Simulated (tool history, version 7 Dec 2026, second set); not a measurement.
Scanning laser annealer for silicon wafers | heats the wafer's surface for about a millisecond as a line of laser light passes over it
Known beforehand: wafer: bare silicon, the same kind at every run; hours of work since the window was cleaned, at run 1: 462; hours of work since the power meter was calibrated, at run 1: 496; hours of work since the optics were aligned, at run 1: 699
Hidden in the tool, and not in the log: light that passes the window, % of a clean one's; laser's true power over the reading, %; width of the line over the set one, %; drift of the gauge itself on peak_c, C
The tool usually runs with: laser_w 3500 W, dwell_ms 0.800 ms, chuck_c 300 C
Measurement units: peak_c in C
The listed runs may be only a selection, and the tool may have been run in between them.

run	hour	laser_w	dwell_ms	chuck_c	hours of work since the window was cleaned	hours of work since the power meter was calibrated	hours of work since the optics were aligned	peak_c
1	0.0	3500	0.800	300	462	496	699	1091
2	18.6	3500	0.800	300	475	510	713	1090
3	48.6	3500	0.800	300	498	533	735	1089
4	82.9	3621	0.800	300	523	558	761	1119
5	116.9	3621	0.800	300	549	584	786	1115
6	137.7	3621	0.800	300	565	599	802	1115
7	164.3	3621	0.800	300	584	619	822	1116
# hour 192.6: window over the wafer cleaned
8	204.3	3050	0.800	300	9	648	850	984
9	242.1	3530	0.800	300	37	676	879	1113
10	259.3	3500	0.800	301	50	689	891	1107
11	285.5	3500	0.800	338	69	708	911	1138
12	318.7	3500	0.800	338	94	733	936	1140
13	341.2	3500	0.987	338	111	750	953	1224
14	360.4	3500	0.817	300	126	764	967	1105
15	384.4	3500	0.800	300	143	782	985	1097
16	401.4	3042	0.800	300	156	795	998	977
17	435.0	3500	0.800	300	181	820	1023	1094
18	457.1	3500	0.800	300	198	837	1039	1093
19	473.4	3500	0.800	300	210	849	1052	1097
20	509.4	3500	0.800	300	237	876	1078	1095
21	533.8	3500	0.800	300	255	894	1097	1090
22	565.5	3500	0.800	300	279	918	1120	1087
23	593.4	3500	0.800	272	300	939	1141	1063
24	618.4	2984	0.870	322	319	957	1160	1005
25	635.3	3174	0.958	300	331	970	1173	1067
26	654.5	3757	0.800	293	345	984	1187	1147
27	681.4	3500	0.568	301	366	1004	1207	970
28	716.5	3309	0.834	280	392	1031	1233	1030
29	749.8	3309	0.834	280	417	1056	1258	1025
30	788.8	3309	0.834	262	446	1085	1288	1009
31	811.4	3489	0.829	278	463	1102	1304	1070
32	848.7	3500	0.833	305	491	1130	1332	1101
33	866.0	3249	0.809	271	504	1143	1345	987
34	893.8	3249	0.809	271	525	1163	1366	990
35	921.3	3249	0.809	271	545	1184	1387	987
36	950.6	3249	0.809	271	567	1206	1409	983
# hour 975.3: optics aligned, line set to its width
37	980.5	3249	0.809	271	586	1224	4	997
# hour 1007.4: window over the wafer cleaned
38	1013.2	3249	0.809	271	4	1247	27	1014
39	1048.2	3705	0.767	306	31	1274	53	1155
40	1079.9	3705	0.767	306	54	1297	77	1152

Predict each of these 5 candidate next runs independently; none follows another, all start after run 40:
A	1104.6	3645	0.598	279	73	1316	95	?
B	1104.6	3050	0.905	315	73	1316	95	?
C	1104.6	3705	0.894	328	73	1316	95	?
D	1104.6	3672	0.871	333	73	1316	95	?
E	1104.6	3705	0.754	305	73	1316	95	?

run	peak_c
A	1013
B	1039
C	1235
D	1220
E	1141
Without the tool's unlogged condition, the same runs would have read:
run	peak_c
A	1030
B	1056
C	1257
D	1241
E	1161

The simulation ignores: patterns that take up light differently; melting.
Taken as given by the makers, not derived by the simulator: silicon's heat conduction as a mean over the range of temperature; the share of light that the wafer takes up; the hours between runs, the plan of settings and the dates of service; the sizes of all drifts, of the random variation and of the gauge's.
